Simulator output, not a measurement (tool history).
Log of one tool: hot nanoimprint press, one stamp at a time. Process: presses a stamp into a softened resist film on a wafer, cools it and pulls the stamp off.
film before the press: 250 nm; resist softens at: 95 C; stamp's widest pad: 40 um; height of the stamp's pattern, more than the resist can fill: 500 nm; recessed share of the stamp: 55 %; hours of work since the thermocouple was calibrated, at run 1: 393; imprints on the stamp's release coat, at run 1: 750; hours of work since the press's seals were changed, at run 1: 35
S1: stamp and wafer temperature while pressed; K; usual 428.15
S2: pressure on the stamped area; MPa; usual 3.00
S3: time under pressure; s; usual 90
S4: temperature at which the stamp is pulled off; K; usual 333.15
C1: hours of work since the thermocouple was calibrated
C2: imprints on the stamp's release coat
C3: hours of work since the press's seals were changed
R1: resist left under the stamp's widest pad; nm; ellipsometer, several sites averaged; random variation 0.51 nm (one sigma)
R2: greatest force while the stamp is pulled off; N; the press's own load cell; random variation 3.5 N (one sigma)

run,hour,S1,S2,S3,S4,C1,C2,C3,R1,R2
1,0.0,428.15,3.00,90,333.15,393,750,35,115.5,210
2,8.6,428.15,3.00,90,333.15,397,765,40,115.6,205
3,15.6,428.15,3.00,90,333.15,401,777,44,115.3,211
# hour 25.2: plate thermocouple calibrated
4,29.4,428.15,4.40,90,333.15,2,796,49,95.8,206
5,38.0,428.15,3.00,67,333.15,7,812,54,128.5,212
6,44.1,437.15,2.11,66,325.15,10,823,57,94.0,241
7,52.2,428.15,3.00,92,333.15,14,837,62,114.5,203
8,63.1,439.15,4.68,98,325.15,20,856,68,46.6,235
9,72.2,428.15,3.17,90,319.15,25,873,72,112.2,263
10,82.4,428.15,1.81,161,319.15,31,891,78,118.0,245

Some steps in R1 between neighbouring runs. How much of each would the tool show without its hidden state too (settings, what came in, random variation), and how much is left for the hidden state, with any gauge scatter that isn't in both results?
The hidden state here: true temperature over the reading, C; pressure that arrives at the usual setting, %; grip of the stamp's worn release coat, % over a new coat's; drift of the gauge itself on residual_nm, %; drift of the gauge itself on pull_off_n, %.
Run 7 -> 8: S1 428.15 -> 439.15, S2 3.00 -> 4.68, S3 92 -> 98, S4 333.15 -> 325.15. R1 -67.9 nm: hidden state +0.3, all else -68.2.
Run 8 -> 9: S1 439.15 -> 428.15, S2 4.68 -> 3.17, S3 98 -> 90, S4 325.15 -> 319.15. R1 +65.6 nm: hidden state -0.6, all else +66.2.

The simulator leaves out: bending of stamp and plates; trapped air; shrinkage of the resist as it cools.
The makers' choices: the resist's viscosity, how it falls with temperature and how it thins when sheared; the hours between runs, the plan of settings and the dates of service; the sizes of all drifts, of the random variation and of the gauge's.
